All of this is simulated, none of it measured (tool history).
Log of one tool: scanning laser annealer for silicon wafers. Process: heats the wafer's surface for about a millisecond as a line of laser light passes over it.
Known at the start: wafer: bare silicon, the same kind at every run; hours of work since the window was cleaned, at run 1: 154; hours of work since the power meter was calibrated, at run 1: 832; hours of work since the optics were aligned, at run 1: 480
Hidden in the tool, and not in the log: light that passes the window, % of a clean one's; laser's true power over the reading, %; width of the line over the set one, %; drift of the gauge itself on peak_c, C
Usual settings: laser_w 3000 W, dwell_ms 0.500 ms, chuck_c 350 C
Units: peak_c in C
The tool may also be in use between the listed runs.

run	hour	laser_w	dwell_ms	chuck_c	hours of work since the window was cleaned	hours of work since the power meter was calibrated	hours of work since the optics were aligned	peak_c
1	0.0	3000	0.500	350	154	832	480	1054
2	19.3	3000	0.500	347	166	844	492	1055
3	42.3	3000	0.500	347	180	858	506	1048
4	59.0	3000	0.500	347	190	869	516	1044
5	78.0	3000	0.500	347	202	880	528	1048
6	97.2	3000	0.500	350	214	892	540	1046
7	118.1	3000	0.500	350	227	905	553	1041
8	146.0	3000	0.500	350	244	923	570	1041
9	174.4	3000	0.500	383	262	940	588	1069
10	199.1	3000	0.500	383	277	956	603	1068
11	229.8	3000	0.500	383	296	975	622	1068
12	259.6	3000	0.394	350	315	993	641	960
# hour 279.4: window over the wafer cleaned
13	296.8	3000	0.410	350	11	1015	662	1009
14	331.8	3000	0.410	350	33	1037	684	1005
15	361.3	3000	0.410	350	51	1055	702	999
16	378.2	3000	0.410	350	61	1065	713	1006
17	410.3	3000	0.410	350	81	1085	733	997

Run 18 comes next. What will it give?
18	435.1	3000	0.410	350	97	1101	748	?

Run 18 gave peak_c 994 C.
Without the tool's hidden state the same run would have given peak_c 1027 C.
